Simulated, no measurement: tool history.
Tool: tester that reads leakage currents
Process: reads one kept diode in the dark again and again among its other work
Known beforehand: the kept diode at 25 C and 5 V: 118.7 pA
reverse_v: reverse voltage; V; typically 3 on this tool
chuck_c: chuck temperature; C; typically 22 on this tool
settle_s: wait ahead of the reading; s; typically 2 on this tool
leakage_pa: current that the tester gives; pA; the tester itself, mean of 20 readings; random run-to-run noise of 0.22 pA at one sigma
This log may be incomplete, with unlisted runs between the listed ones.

run,hour,reverse_v,chuck_c,settle_s,leakage_pa
1,0,3,22,2,69.99
2,74.1,3,22,4.9,69.93
3,142,3,22,2,69.72
4,251,3,22,2,69.53
5,337.7,3,22,2,69.97
6,454.6,3,33,2,181.12
7,514,3,22,2,69.78
# hour 548.9: chuck's temperature calibrated
8,590.1,3,22,2,69.85
9,647.9,3,22,2,69.82
10,700.2,3,22,2,69.81
11,766.8,2.4,47,0.48,498.13
12,866.5,2.4,47,0.48,496.15
13,967.4,2.4,47,0.48,494.09
14,1024.7,2.4,47,0.48,497.21
15,1140.1,2.4,47,0.48,492.18
16,1246.6,3.38,43,5.02,430.5
17,1307.2,11.92,40,3.93,664.37
18,1412.7,8.12,50,0.39,1182.31
19,1486.3,1.34,30,3.9,91.58
20,1593.6,1.34,30,3.9,91.77

Below, some changes in leakage_pa between adjacent runs. For each, the amount present without the hidden state too (settings, incoming material, random variation) and the amount remaining for the hidden state with gauge scatter not shared by both compared results:
Hidden conditions of the tool in this case: stray current of the dirty probe card, pA a volt; current scale over the true one, %; true chuck temperature over the reading, C; drift of the gauge itself on leakage_pa, %.
Run 17 -> 18: reverse_v 11.92 -> 8.12, chuck_c 40 -> 50, settle_s 3.93 -> 0.39. leakage_pa +517.94 pA: hidden state -0.66, all else +518.6.
Run 18 -> 19: reverse_v 8.12 -> 1.34, chuck_c 50 -> 30, settle_s 0.39 -> 3.9. leakage_pa -1090.73 pA: hidden state +1.07, all else -1091.8.

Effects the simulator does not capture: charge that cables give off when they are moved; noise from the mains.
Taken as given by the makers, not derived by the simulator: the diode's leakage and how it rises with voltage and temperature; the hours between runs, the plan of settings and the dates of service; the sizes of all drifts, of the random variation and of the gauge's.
